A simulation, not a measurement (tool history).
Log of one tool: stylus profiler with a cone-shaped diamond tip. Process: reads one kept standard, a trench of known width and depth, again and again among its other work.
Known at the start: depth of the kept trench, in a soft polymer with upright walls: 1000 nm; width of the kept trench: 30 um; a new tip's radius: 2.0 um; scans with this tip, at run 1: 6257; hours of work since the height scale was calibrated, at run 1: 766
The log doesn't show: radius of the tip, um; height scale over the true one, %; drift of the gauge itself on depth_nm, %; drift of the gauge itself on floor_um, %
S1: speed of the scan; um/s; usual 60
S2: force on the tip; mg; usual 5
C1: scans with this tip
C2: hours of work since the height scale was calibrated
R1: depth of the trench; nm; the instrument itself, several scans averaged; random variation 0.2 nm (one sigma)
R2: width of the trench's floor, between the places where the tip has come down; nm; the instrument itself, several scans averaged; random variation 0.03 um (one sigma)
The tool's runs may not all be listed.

run,hour,S1,S2,C1,C2,R1,R2
1,0,60,5,6257,766,1021.34,26440
2,15.8,60,5,6360,779,1021.69,26410
3,38.4,60,5,6507,797,1021.69,26400
4,49.8,60,5,6581,806,1021.86,26430
5,70,60,5,6712,822,1021.19,26430
6,84.3,60,8.4,6805,833,1030.53,26440
7,98.7,60,8.4,6899,845,1030.55,26440
8,117.7,60,5,7022,860,1021.32,26400
9,129.5,134,5,7099,869,1021.89,26290
10,154,134,5,7258,889,1021.42,26290
11,172.4,134,5,7378,903,1021.87,26270
12,187.4,60,11.69,7475,915,1037.76,26430
13,209.4,60,11.69,7618,933,1037.63,26500
14,233.9,60,11.69,7777,952,1038.06,26420
15,254.2,187,4.78,7910,969,1020.95,26210
16,265.3,187,9.73,7982,977,1033.63,26260
17,282.1,63,9.73,8091,991,1033.68,26440

Forecast run 18:
18,298.1,141,14.24,8195,1004,?,?

R1: 1043.63 nm
R2: 26410 nm
Without the tool's hidden state the same run would have given R1 1043.63 nm, R2 26420 nm.
